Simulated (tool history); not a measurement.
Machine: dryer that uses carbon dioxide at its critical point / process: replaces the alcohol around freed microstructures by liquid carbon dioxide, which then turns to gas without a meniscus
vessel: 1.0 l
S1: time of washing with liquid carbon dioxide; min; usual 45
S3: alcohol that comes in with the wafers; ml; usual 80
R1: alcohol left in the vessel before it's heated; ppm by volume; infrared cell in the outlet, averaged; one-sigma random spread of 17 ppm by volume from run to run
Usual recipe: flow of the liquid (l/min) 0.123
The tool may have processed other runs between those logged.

{"run": 1, "hour": 0.0, "S1": 45, "flow of the liquid (l/min)": 0.123, "S3": 80, "R1": 1316}
{"run": 2, "hour": 14.4, "S1": 45, "flow of the liquid (l/min)": 0.123, "S3": 80, "R1": 1421}
{"run": 3, "hour": 29.1, "S1": 45, "flow of the liquid (l/min)": 0.109, "S3": 80, "R1": 2281}
{"run": 4, "hour": 39.2, "S1": 28, "flow of the liquid (l/min)": 0.123, "S3": 80, "R1": 6345}
{"run": 5, "hour": 47.5, "S1": 45, "flow of the liquid (l/min)": 0.123, "S3": 80, "R1": 1450}
{"run": 6, "hour": 54.2, "S1": 45, "flow of the liquid (l/min)": 0.123, "S3": 24, "R1": 475}
{"run": 7, "hour": 65.8, "S1": 45, "flow of the liquid (l/min)": 0.123, "S3": 24, "R1": 463}
{"run": 8, "hour": 79.1, "S1": 45, "flow of the liquid (l/min)": 0.123, "S3": 80, "R1": 1510}
{"run": 9, "hour": 85.5, "S1": 45, "flow of the liquid (l/min)": 0.123, "S3": 80, "R1": 1476}
{"run": 10, "hour": 96.1, "S1": 45, "flow of the liquid (l/min)": 0.123, "S3": 80, "R1": 1535}
{"run": 11, "hour": 108.1, "S1": 45, "flow of the liquid (l/min)": 0.123, "S3": 80, "R1": 1541}
{"run": 12, "hour": 121.9, "S1": 45, "flow of the liquid (l/min)": 0.123, "S3": 80, "R1": 1580}
{"run": 13, "hour": 131.5, "S1": 45, "flow of the liquid (l/min)": 0.123, "S3": 80, "R1": 1577}
{"run": 14, "hour": 144.0, "S1": 45, "flow of the liquid (l/min)": 0.123, "S3": 80, "R1": 1639}
{"run": 15, "hour": 158.1, "S1": 41, "flow of the liquid (l/min)": 0.123, "S3": 80, "R1": 2329}
{"run": 16, "hour": 168.0, "S1": 70, "flow of the liquid (l/min)": 0.123, "S3": 80, "R1": 225}
{"run": 17, "hour": 179.0, "S1": 45, "flow of the liquid (l/min)": 0.086, "S3": 80, "R1": 5729}
{"run": 18, "hour": 193.0, "S1": 45, "flow of the liquid (l/min)": 0.086, "S3": 80, "R1": 5856}
{"run": 19, "hour": 200.6, "S1": 45, "flow of the liquid (l/min)": 0.086, "S3": 80, "R1": 5713}
{"run": 20, "hour": 210.5, "S1": 45, "flow of the liquid (l/min)": 0.086, "S3": 80, "R1": 5828}
{"run": 21, "hour": 218.3, "S1": 45, "flow of the liquid (l/min)": 0.086, "S3": 80, "R1": 5834}
{"run": 22, "hour": 227.5, "S1": 45, "flow of the liquid (l/min)": 0.086, "S3": 80, "R1": 5895}
{"run": 23, "hour": 236.8, "S1": 45, "flow of the liquid (l/min)": 0.086, "S3": 80, "R1": 5950}
{"run": 24, "hour": 244.9, "S1": 45, "flow of the liquid (l/min)": 0.086, "S3": 80, "R1": 6105}
{"run": 25, "hour": 251.6, "S1": 34, "flow of the liquid (l/min)": 0.084, "S3": 59, "R1": 8674}
{"hour": 259.2, "done": "inlet filter changed"}
{"run": 26, "hour": 266.8, "S1": 45, "flow of the liquid (l/min)": 0.116, "S3": 80, "R1": 1406}
{"run": 27, "hour": 278.1, "S1": 45, "flow of the liquid (l/min)": 0.158, "S3": 61, "R1": 260}
{"run": 28, "hour": 288.0, "S1": 45, "flow of the liquid (l/min)": 0.158, "S3": 61, "R1": 260}
{"run": 29, "hour": 296.3, "S1": 41, "flow of the liquid (l/min)": 0.099, "S3": 73, "R1": 3333}
{"run": 30, "hour": 302.8, "S1": 45, "flow of the liquid (l/min)": 0.094, "S3": 75, "R1": 3123}
{"run": 31, "hour": 312.8, "S1": 39, "flow of the liquid (l/min)": 0.173, "S3": 80, "R1": 448}
{"run": 32, "hour": 321.2, "S1": 45, "flow of the liquid (l/min)": 0.108, "S3": 55, "R1": 1444}
{"run": 33, "hour": 333.6, "S1": 66, "flow of the liquid (l/min)": 0.1, "S3": 62, "R1": 490}
{"run": 34, "hour": 346.0, "S1": 66, "flow of the liquid (l/min)": 0.1, "S3": 62, "R1": 483}
{"run": 35, "hour": 354.7, "S1": 38, "flow of the liquid (l/min)": 0.146, "S3": 80, "R1": 1160}
{"run": 36, "hour": 362.5, "S1": 52, "flow of the liquid (l/min)": 0.123, "S3": 27, "R1": 251}
{"run": 37, "hour": 369.4, "S1": 43, "flow of the liquid (l/min)": 0.201, "S3": 104, "R1": 167}
{"run": 38, "hour": 375.8, "S1": 53, "flow of the liquid (l/min)": 0.111, "S3": 80, "R1": 1032}
{"run": 39, "hour": 385.5, "S1": 53, "flow of the liquid (l/min)": 0.111, "S3": 80, "R1": 1041}
{"run": 40, "hour": 397.8, "S1": 53, "flow of the liquid (l/min)": 0.111, "S3": 80, "R1": 1031}
{"run": 41, "hour": 412.8, "S1": 53, "flow of the liquid (l/min)": 0.111, "S3": 80, "R1": 1069}
{"run": 42, "hour": 424.2, "S1": 29, "flow of the liquid (l/min)": 0.123, "S3": 36, "R1": 2537}
{"run": 43, "hour": 435.1, "S1": 45, "flow of the liquid (l/min)": 0.091, "S3": 38, "R1": 1974}
{"hour": 443.1, "done": "purifier's bed changed"}
{"run": 44, "hour": 450.1, "S1": 35, "flow of the liquid (l/min)": 0.085, "S3": 77, "R1": 8853}
{"run": 45, "hour": 458.6, "S1": 35, "flow of the liquid (l/min)": 0.085, "S3": 77, "R1": 8904}
{"run": 46, "hour": 472.9, "S1": 45, "flow of the liquid (l/min)": 0.163, "S3": 118, "R1": 491}

5 ways to go on from here, each from the tool as it stands after run 46. What would each give?
{"run": "A", "hour": 481.0, "S1": 38, "flow of the liquid (l/min)": 0.117, "S3": 69, "R1": "?"}
{"run": "B", "hour": 481.0, "S1": 45, "flow of the liquid (l/min)": 0.206, "S3": 100, "R1": "?"}
{"run": "C", "hour": 481.0, "S1": 34, "flow of the liquid (l/min)": 0.077, "S3": 64, "R1": "?"}
{"run": "D", "hour": 481.0, "S1": 45, "flow of the liquid (l/min)": 0.123, "S3": 50, "R1": "?"}
{"run": "E", "hour": 481.0, "S1": 45, "flow of the liquid (l/min)": 0.123, "S3": 44, "R1": "?"}

run=A R1=2688
run=B R1=90
run=C R1=9985
run=D R1=862
run=E R1=789
Take away the tool's hidden state, keep each run's random variation, and the runs would have read:
run=A R1=2175
run=B R1=56
run=C R1=8851
run=D R1=662
run=E R1=607
